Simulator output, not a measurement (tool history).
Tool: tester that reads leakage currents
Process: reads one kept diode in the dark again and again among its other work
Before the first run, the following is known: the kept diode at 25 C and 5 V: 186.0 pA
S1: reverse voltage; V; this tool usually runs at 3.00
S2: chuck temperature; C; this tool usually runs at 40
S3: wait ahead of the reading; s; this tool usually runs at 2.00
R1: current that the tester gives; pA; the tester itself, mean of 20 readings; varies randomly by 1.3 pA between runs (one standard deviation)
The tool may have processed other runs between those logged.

| run | hour | S1 | S2 | S3 | R1 |
|---|---|---|---|---|---|
| 1 | 0.0 | 3.00 | 40 | 2.00 | 425.17 |
| 2 | 217.1 | 3.00 | 40 | 2.00 | 422.15 |
| 3 | 382.6 | 3.00 | 40 | 2.00 | 422.33 |
| 4 | 512.0 | 3.00 | 60 | 2.00 | 1605.94 |
|  | 590.7 | chuck's temperature calibrated |
| 5 | 617.1 | 3.00 | 60 | 2.00 | 1669.55 |
| 6 | 723.0 | 13.68 | 40 | 2.00 | 933.05 |
| 7 | 910.2 | 3.00 | 40 | 0.59 | 441.22 |
| 8 | 1093.7 | 3.00 | 40 | 0.59 | 438.73 |
| 9 | 1294.7 | 3.00 | 39 | 0.59 | 409.40 |
| 10 | 1430.6 | 3.00 | 39 | 4.90 | 405.62 |
| 11 | 1660.8 | 3.00 | 45 | 4.90 | 620.57 |
| 12 | 1809.1 | 3.00 | 40 | 3.65 | 435.44 |
| 13 | 2016.8 | 3.00 | 40 | 2.00 | 434.63 |
| 14 | 2160.4 | 3.00 | 40 | 0.78 | 432.30 |
| 15 | 2321.7 | 8.57 | 40 | 0.78 | 726.87 |
| 16 | 2513.1 | 8.57 | 40 | 0.78 | 722.56 |
| 17 | 2617.3 | 8.57 | 40 | 0.78 | 722.79 |
| 18 | 2851.0 | 8.57 | 40 | 0.78 | 720.76 |
| 19 | 3017.6 | 8.57 | 40 | 0.78 | 718.52 |
| 20 | 3180.2 | 8.57 | 40 | 0.78 | 713.32 |
| 21 | 3320.5 | 8.57 | 40 | 6.45 | 718.27 |
| 22 | 3425.1 | 8.57 | 40 | 6.45 | 719.00 |
| 23 | 3542.2 | 11.23 | 40 | 6.45 | 812.68 |
| 24 | 3680.5 | 11.23 | 40 | 6.45 | 815.60 |
| 25 | 3778.4 | 15.52 | 40 | 6.45 | 956.84 |
| 26 | 4001.8 | 3.00 | 40 | 4.52 | 419.92 |
| 27 | 4185.6 | 2.26 | 43 | 4.71 | 453.76 |
|  | 4292.4 | probe card cleaned and baked |
|  | 4328.1 | chuck's temperature calibrated |
| 28 | 4393.0 | 3.00 | 27 | 0.96 | 175.26 |
| 29 | 4560.7 | 3.00 | 27 | 0.96 | 175.14 |
| 30 | 4656.9 | 5.12 | 28 | 1.14 | 244.75 |
| 31 | 4876.1 | 5.12 | 28 | 1.14 | 246.02 |
| 32 | 5079.1 | 1.56 | 48 | 0.36 | 569.84 |
|  | 5091.1 | tester calibrated |
| 33 | 5291.8 | 1.51 | 50 | 1.19 | 624.63 |
| 34 | 5409.2 | 5.75 | 26 | 2.00 | 215.88 |
| 35 | 5552.9 | 3.73 | 31 | 0.36 | 253.85 |
| 36 | 5716.4 | 3.00 | 54 | 2.00 | 1132.85 |
| 37 | 5886.1 | 2.36 | 40 | 2.00 | 389.97 |
| 38 | 6029.2 | 8.78 | 57 | 4.09 | 2326.48 |
| 39 | 6133.4 | 4.10 | 57 | 4.09 | 1583.30 |
| 40 | 6322.1 | 5.78 | 36 | 1.05 | 448.05 |

Hidden state or all else? Some run-to-run changes of R1, split into what the settings, what came in and random variation would give without the hidden state, and what is left for the hidden state (with any gauge scatter that isn't in both results):
The tool's hidden condition here consists of: stray current of the dirty probe card, pA a volt; current scale over the true one, %; true chuck temperature over the reading, C; drift of the gauge itself on leakage_pa, %.
Run 3 -> 4: S2 40 -> 60. R1 +1183.61 pA: hidden state -49.06, all else +1232.67.
Run 4 -> 5: chuck's temperature calibrated. R1 +63.61 pA: hidden state +73.10, all else -9.49.
Run 27 -> 28: S1 2.26 -> 3.00, S2 43 -> 27, S3 4.71 -> 0.96, probe card cleaned and baked, chuck's temperature calibrated. R1 -278.50 pA: hidden state +29.59, all else -308.09.
Run 37 -> 38: S1 2.36 -> 8.78, S2 40 -> 57, S3 2.00 -> 4.09. R1 +1936.51 pA: hidden state -26.74, all else +1963.25.
Run 39 -> 40: S1 4.10 -> 5.78, S2 57 -> 36, S3 4.09 -> 1.05. R1 -1135.25 pA: hidden state +16.20, all else -1151.45.
